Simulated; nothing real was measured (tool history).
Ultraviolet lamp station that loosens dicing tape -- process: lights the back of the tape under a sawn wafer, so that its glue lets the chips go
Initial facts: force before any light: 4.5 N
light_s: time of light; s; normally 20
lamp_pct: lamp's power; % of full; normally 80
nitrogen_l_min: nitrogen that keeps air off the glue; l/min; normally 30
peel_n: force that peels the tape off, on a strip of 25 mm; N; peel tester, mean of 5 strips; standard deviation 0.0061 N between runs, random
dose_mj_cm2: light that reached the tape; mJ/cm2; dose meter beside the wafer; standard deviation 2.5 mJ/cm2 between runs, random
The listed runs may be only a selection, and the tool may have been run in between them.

run,hour,light_s,lamp_pct,nitrogen_l_min,peel_n,dose_mj_cm2
1,0,20,80,30,0.182,273
2,9.8,20,80,30,0.197,273
3,21.9,20,80,30,0.19,272
4,32,20,80,30,0.195,271
5,40.2,20,80,30,0.201,269
6,50.4,20,80,30,0.201,271
7,59.3,20,80,30,0.204,270
8,70.8,24,80,30,0.161,321
9,84.8,24,80,30,0.159,322
10,91.1,37,80,30,0.125,498
11,97.6,20,80,30,0.195,265
12,104.5,20,80,30,0.202,267
13,118.1,20,78,30,0.211,254
14,131.1,20,80,30,0.22,263
# hour 132.3: window cleaned of glue's vapour
15,145,20,80,10,0.515,254
16,156.4,20,80,30,0.214,248
17,165.1,20,80,30,0.231,253
# hour 172.7: window cleaned of glue's vapour, once more
18,178.3,20,80,18,0.265,284
19,188.5,11,80,18,0.776,156
20,200.2,11,80,18,0.758,153
21,207.5,20,80,30,0.191,282
22,215,20,80,30,0.191,281
23,227.3,12,76,28,0.521,157
24,236,20,91,30,0.161,315
25,242.4,30,71,13,0.203,369
26,253.3,20,67,12,0.531,233
27,262.4,13,84,14,0.676,187
28,272.2,21,94,35,0.142,341
29,285.2,24,99,25,0.138,405
30,299.8,35,80,18,0.151,476
31,307.6,35,80,18,0.137,478
32,316.1,35,80,18,0.131,473
33,330.7,19,80,36,0.185,258
34,344.8,19,80,36,0.192,255
35,356.8,36,61,20,0.167,370
36,367.4,36,61,20,0.164,368
37,381.6,38,80,30,0.127,506
38,396.2,26,85,35,0.13,370
39,403,26,61,18,0.31,263
40,413.5,26,73,59,0.144,312
41,419.5,26,73,59,0.135,311
42,429.7,26,73,59,0.143,313
43,437.1,27,84,59,0.138,373

Each row is a separate what-if for the run after 43, all from the same tool condition, not one after another. Results?
A,451.7,27,84,12,?,?
B,451.7,20,84,30,?,?
C,451.7,12,66,33,?,?
D,451.7,20,74,16,?,?

run,peel_n,dose_mj_cm2
A,0.217,372
B,0.201,272
C,0.679,127
D,0.383,239
Had the tool no hidden state, the same runs would have come out as:
run,peel_n,dose_mj_cm2
A,0.179,421
B,0.171,309
C,0.548,145
D,0.302,271

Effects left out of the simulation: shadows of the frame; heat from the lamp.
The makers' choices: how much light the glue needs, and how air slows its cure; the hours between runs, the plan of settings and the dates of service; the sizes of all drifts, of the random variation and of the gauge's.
